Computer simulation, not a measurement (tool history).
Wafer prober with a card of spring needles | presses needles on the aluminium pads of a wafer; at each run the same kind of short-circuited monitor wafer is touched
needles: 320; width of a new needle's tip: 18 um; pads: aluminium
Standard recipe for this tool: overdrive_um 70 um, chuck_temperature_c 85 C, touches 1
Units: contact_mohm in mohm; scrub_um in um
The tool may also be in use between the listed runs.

run,hour,overdrive_um,chuck_temperature_c,touches,contact_mohm,scrub_um
1,0,70,85,1,206,13.04
# hour 5.1: tips cleaned on abrasive film
# hour 29.4: tips cleaned on abrasive film
# hour 53.2: tips cleaned on abrasive film
2,63.1,70,85,1,185,12.97
# hour 82.1: tips cleaned on abrasive film
3,93.5,70,85,1,197,13.01
# hour 106.2: tips cleaned on abrasive film
# hour 130: tips cleaned on abrasive film
4,152,70,85,1,214,12.97
# hour 156.4: tips cleaned on abrasive film
# hour 183.2: tips cleaned on abrasive film
5,194.1,70,85,1,191,12.98
# hour 209.7: tips cleaned on abrasive film
# hour 236.3: tips cleaned on abrasive film
6,239.6,70,44,1,149,12.91
# hour 263.8: tips cleaned on abrasive film
# hour 290.1: tips cleaned on abrasive film
7,303.6,70,85,1,210,12.93
# hour 316.3: tips cleaned on abrasive film
# hour 342: tips cleaned on abrasive film
8,357.5,70,85,1,206,12.88
# hour 367: tips cleaned on abrasive film
# hour 393.4: tips cleaned on abrasive film
9,407.3,70,125,1,203,12.87
# hour 417.6: tips cleaned on abrasive film
# hour 443.6: tips cleaned on abrasive film
10,443.6,70,85,1,123,12.82
# hour 470.4: tips cleaned on abrasive film
11,479.2,70,85,1,184,12.86
# hour 494.9: tips cleaned on abrasive film
# hour 517.3: height of the first contact set anew
# hour 520.4: tips cleaned on abrasive film
12,525.2,70,85,1,166,12.67
# hour 545.8: tips cleaned on abrasive film
# hour 569.8: tips cleaned on abrasive film
13,577,70,85,1,181,12.68
# hour 598.6: tips cleaned on abrasive film
# hour 622.3: tips cleaned on abrasive film
14,631.6,70,85,1,181,12.65
# hour 650.6: tips cleaned on abrasive film
# hour 674.5: tips cleaned on abrasive film
15,694.3,70,85,1,225,12.63
# hour 700.2: tips cleaned on abrasive film
# hour 724: tips cleaned on abrasive film
# hour 751.4: tips cleaned on abrasive film
16,768.2,70,85,1,223,12.61
# hour 778.5: tips cleaned on abrasive film
# hour 802: tips cleaned on abrasive film
17,803.4,70,85,1,138,12.58
# hour 827.2: tips cleaned on abrasive film
# hour 854.8: tips cleaned on abrasive film
18,857.9,70,85,1,151,12.54
# hour 877.6: height of the first contact set anew, once more
# hour 882.1: tips cleaned on abrasive film
# hour 908.5: tips cleaned on abrasive film
19,919.7,70,85,1,186,13.07
# hour 933.6: tips cleaned on abrasive film
# hour 957.7: tips cleaned on abrasive film
# hour 983.7: tips cleaned on abrasive film
20,990.6,70,85,1,174,13.02
# hour 1008.1: tips cleaned on abrasive film
# hour 1032.9: tips cleaned on abrasive film
21,1038.4,70,85,1,170,13.02
# hour 1060: tips cleaned on abrasive film
22,1069.2,70,85,1,186,13.02
# hour 1083.6: tips cleaned on abrasive film
23,1106.2,69,38,3,156,12.83
# hour 1111.8: tips cleaned on abrasive film
# hour 1139: tips cleaned on abrasive film
24,1149.2,85,29,1,158,15.79
# hour 1163.6: tips cleaned on abrasive film
# hour 1188: tips cleaned on abrasive film
25,1210.4,85,33,2,157,15.77
# hour 1213.6: tips cleaned on abrasive film
# hour 1237: tips cleaned on abrasive film
26,1256.2,68,57,3,153,12.57
# hour 1261.9: tips cleaned on abrasive film
# hour 1288.5: tips cleaned on abrasive film
# hour 1313.9: tips cleaned on abrasive film
27,1317.1,54,85,1,169,9.91
# hour 1339.3: tips cleaned on abrasive film
# hour 1366.7: tips cleaned on abrasive film
# hour 1390.7: tips cleaned on abrasive film
28,1390.7,73,43,1,117,13.46
# hour 1416.8: tips cleaned on abrasive film
# hour 1444: tips cleaned on abrasive film
29,1448.6,55,85,1,191,10.04
# hour 1471.2: tips cleaned on abrasive film
30,1491.2,89,87,1,188,16.39
# hour 1495.6: tips cleaned on abrasive film
# hour 1505.2: height of the first contact set anew
# hour 1522.5: tips cleaned on abrasive film
# hour 1551.4: tips cleaned on abrasive film
31,1551.4,64,82,1,131,11.92

A few steps of contact_mohm between consecutive runs. Split each: what settings, incoming material and random variation would produce without the hidden state, and what is left over for the hidden state, along with gauge scatter present in only one of the two compared results (measured, and without hidden state):
Hidden state at play: debris on the tips, nm; way that the needles fall short of the set height, um; tips' diameter, um; drift of the gauge itself on contact_mohm, %; drift of the gauge itself on scrub_um, %.
Run 9 -> 10: chuck_temperature_c 125 -> 85, tips cleaned on abrasive film, tips cleaned on abrasive film. contact_mohm -80 mohm: hidden state -78, all else -2.
Run 16 -> 17: tips cleaned on abrasive film, tips cleaned on abrasive film. contact_mohm -85 mohm: hidden state -81, all else -4.
Run 28 -> 29: overdrive_um 73 -> 55, chuck_temperature_c 43 -> 85, tips cleaned on abrasive film, tips cleaned on abrasive film. contact_mohm +74 mohm: hidden state +65, all else +9.

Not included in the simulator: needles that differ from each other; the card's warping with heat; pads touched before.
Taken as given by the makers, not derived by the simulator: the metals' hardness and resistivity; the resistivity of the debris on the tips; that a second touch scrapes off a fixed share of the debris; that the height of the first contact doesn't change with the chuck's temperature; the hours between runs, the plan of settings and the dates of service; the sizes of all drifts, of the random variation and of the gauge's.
